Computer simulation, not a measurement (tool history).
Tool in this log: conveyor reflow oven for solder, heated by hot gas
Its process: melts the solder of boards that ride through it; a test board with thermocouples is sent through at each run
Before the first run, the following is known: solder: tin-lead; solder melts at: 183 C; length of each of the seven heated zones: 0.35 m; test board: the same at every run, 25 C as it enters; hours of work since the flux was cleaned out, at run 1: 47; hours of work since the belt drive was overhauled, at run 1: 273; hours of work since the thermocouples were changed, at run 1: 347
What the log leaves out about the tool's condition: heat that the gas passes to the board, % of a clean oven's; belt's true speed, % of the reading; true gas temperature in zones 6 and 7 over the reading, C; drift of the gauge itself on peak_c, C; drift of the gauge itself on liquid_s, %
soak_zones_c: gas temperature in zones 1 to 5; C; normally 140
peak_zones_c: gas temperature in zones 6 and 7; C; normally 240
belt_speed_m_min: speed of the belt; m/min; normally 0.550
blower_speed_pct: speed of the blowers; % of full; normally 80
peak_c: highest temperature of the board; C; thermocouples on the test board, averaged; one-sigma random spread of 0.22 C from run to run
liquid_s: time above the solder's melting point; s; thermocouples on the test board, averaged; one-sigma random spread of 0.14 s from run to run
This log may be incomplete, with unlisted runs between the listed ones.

run   hour  soak_zones_c  peak_zones_c  belt_speed_m_min  blower_speed_pct  hours of work since the flux was cleaned out  hours of work since the belt drive was overhauled  hours of work since the thermocouples were changed  peak_c  liquid_s
  1    0.0           140           240             0.550                80                                            47                                                273                                                 347   228.2      65.4
  2    5.5           140           240             0.550                80                                            50                                                276                                                 350   228.1      65.6
  3   12.5           140           240             0.550                80                                            54                                                280                                                 354   227.7      65.6
  4   23.4           140           240             0.550                80                                            61                                                287                                                 361   227.7      65.5
  5   33.7           140           240             0.550                80                                            67                                                293                                                 367   227.7      65.5
  6   39.1           140           240             0.562                80                                            70                                                296                                                 370   227.4      63.9
  7   50.6           140           239             0.550                80                                            77                                                303                                                 377   226.9      65.1
  8   60.9           140           239             0.550                80                                            83                                                309                                                 383   226.6      65.1
  9   66.3           140           239             0.550                80                                            86                                                312                                                 386   227.0      65.3
 10   71.4           140           240             0.642                80                                            89                                                315                                                 389   223.1      53.3
 11   77.5           140           240             0.529                80                                            93                                                319                                                 393   228.8      69.1
 12   83.0           140           240             0.529                80                                            96                                                322                                                 396   229.0      68.8
 13   93.7           140           240             0.550                59                                           102                                                329                                                 402   223.1      62.3
 14  105.0           140           240             0.474                80                                           109                                                335                                                 409   231.6      78.7
 15  113.2           140           245             0.550                80                                           114                                                340                                                 414   232.1      67.8
 16  120.9           140           245             0.550                80                                           119                                                345                                                 419   232.1      67.9
 17  130.2           140           245             0.550                80                                           124                                                350                                                 424   232.3      67.9
 18  141.2           140           245             0.550                80                                           131                                                357                                                 431   232.4      67.9
 19  148.3           145           238             0.547                62                                           135                                                361                                                 435   223.4      64.5
 20  157.1           145           238             0.547                62                                           140                                                366                                                 440   223.9      64.8
 21  166.7           144           238             0.547                61                                           146                                                372                                                 446   223.0      64.3
 22  172.9           144           238             0.547                61                                           150                                                376                                                 450   222.9      64.2
 23  182.6           143           234             0.634                61                                           155                                                382                                                 455   215.1      48.7
 24  194.3           143           234             0.634                61                                           162                                                389                                                 462   214.3      48.6
 25  203.5           145           230             0.550                80                                           168                                                394                                                 468   219.4      62.4
 26  211.6           148           240             0.464                80                                           173                                                399                                                 473   232.7      83.9
 27  220.8           148           240             0.464                78                                           178                                                404                                                 478   232.4      83.7
 28  230.1           140           253             0.550                77                                           184                                                410                                                 484   239.0      70.8
 29  238.0           153           241             0.481                58                                           188                                                415                                                 488   229.7      81.7
 30  244.9           153           241             0.481                58                                           192                                                419                                                 492   229.8      81.6

What if the next run were any one of these 3? Each begins from the tool's condition after run 30:
  A  251.4           135           249             0.555                58                                           196                                                423                                                 496       ?         ?
  B  251.4           140           251             0.570                76                                           196                                                423                                                 496       ?         ?
  C  251.4           142           240             0.485                80                                           196                                                423                                                 496       ?         ?

run  peak_c  liquid_s
  A   230.1      64.0
  B   235.8      67.1
  C   231.1      77.6
Without the tool's hidden state the same runs would have given:
run  peak_c  liquid_s
  A   230.3      64.1
  B   236.0      67.1
  C   231.2      77.7

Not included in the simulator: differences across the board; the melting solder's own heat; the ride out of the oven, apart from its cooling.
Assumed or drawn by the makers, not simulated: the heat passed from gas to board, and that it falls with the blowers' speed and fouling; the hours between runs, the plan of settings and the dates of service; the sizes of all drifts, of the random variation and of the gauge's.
